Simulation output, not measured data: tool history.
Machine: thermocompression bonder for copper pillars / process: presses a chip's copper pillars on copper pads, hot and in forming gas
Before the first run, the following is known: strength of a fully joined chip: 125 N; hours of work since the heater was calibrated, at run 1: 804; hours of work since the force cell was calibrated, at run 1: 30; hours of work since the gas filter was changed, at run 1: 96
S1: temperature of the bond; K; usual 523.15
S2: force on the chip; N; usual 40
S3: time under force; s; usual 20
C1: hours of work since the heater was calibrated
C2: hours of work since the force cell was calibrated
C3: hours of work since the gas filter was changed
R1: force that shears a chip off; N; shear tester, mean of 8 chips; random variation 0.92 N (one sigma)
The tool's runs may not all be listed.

Run 1, hour 0: usual settings; C1 804; C2 30; C3 96. Result: R1 78.3 N.
Run 2, hour 9.5: usual settings but S2 31 N; C1 810; C2 36; C3 102. Result: R1 65.1 N.
Run 3, hour 18.7: usual settings but S2 31 N; C1 816; C2 42; C3 108. Result: R1 64.3 N.
Run 4, hour 25.5: usual settings but S1 525.15 K, S2 31 N; C1 820; C2 46; C3 112. Result: R1 65.4 N.
Run 5, hour 33.7: usual settings but S1 525.15 K, S2 31 N; C1 825; C2 52; C3 117. Result: R1 67.1 N.
Run 6, hour 41.9: usual settings but S2 43 N; C1 831; C2 57; C3 123. Result: R1 79.3 N.
Run 7, hour 51.2: usual settings but S3 41 s; C1 836; C2 63; C3 128. Result: R1 90.5 N.
Run 8, hour 56.2: usual settings but S3 41 s; C1 840; C2 66; C3 132. Result: R1 89.9 N.
Run 9, hour 62.1: usual settings but S1 508.15 K, S3 41 s; C1 843; C2 70; C3 135. Result: R1 82.2 N.
At hour 70.8: heater calibrated with a thermocouple chip.
Run 10, hour 71.7: usual settings but S1 508.15 K, S3 41 s; C1 1; C2 74; C3 140. Result: R1 80.3 N.
Run 11, hour 80.4: usual settings but S1 508.15 K, S3 41 s; C1 6; C2 80; C3 146. Result: R1 80.4 N.
Run 12, hour 85.2: usual settings but S1 508.15 K, S3 41 s; C1 9; C2 83; C3 149. Result: R1 80.4 N.
Run 13, hour 94: usual settings; C1 15; C2 89; C3 154. Result: R1 74.8 N.
Run 14, hour 99.9: usual settings; C1 19; C2 92; C3 158. Result: R1 73.5 N.
Run 15, hour 106.8: usual settings; C1 23; C2 97; C3 163. Result: R1 74.7 N.
At hour 109.7: heater calibrated with a thermocouple chip, once more.
Run 16, hour 116.7: usual settings but S1 496.15 K, S3 30 s; C1 5; C2 102; C3 168. Result: R1 61.6 N.
Run 17, hour 123.7: usual settings but S1 517.15 K, S2 46 N, S3 32 s; C1 9; C2 106; C3 172. Result: R1 83.9 N.
Run 18, hour 129.1: usual settings but S1 517.15 K, S2 46 N, S3 32 s; C1 12; C2 110; C3 175. Result: R1 82.1 N.
Run 19, hour 137.8: usual settings but S1 500.15 K, S2 46 N, S3 32 s; C1 18; C2 115; C3 181. Result: R1 70.1 N.

Expected results for the next run?
Run 20, hour 143.8: usual settings but S1 500.15 K, S2 46 N, S3 32 s; C1 22; C2 119; C3 185. Result: R1 ?.

R1: 69.8 N
Take away the tool's hidden state, keep the run-to-run variation as it was, and the same run would have given R1 77.3 N.

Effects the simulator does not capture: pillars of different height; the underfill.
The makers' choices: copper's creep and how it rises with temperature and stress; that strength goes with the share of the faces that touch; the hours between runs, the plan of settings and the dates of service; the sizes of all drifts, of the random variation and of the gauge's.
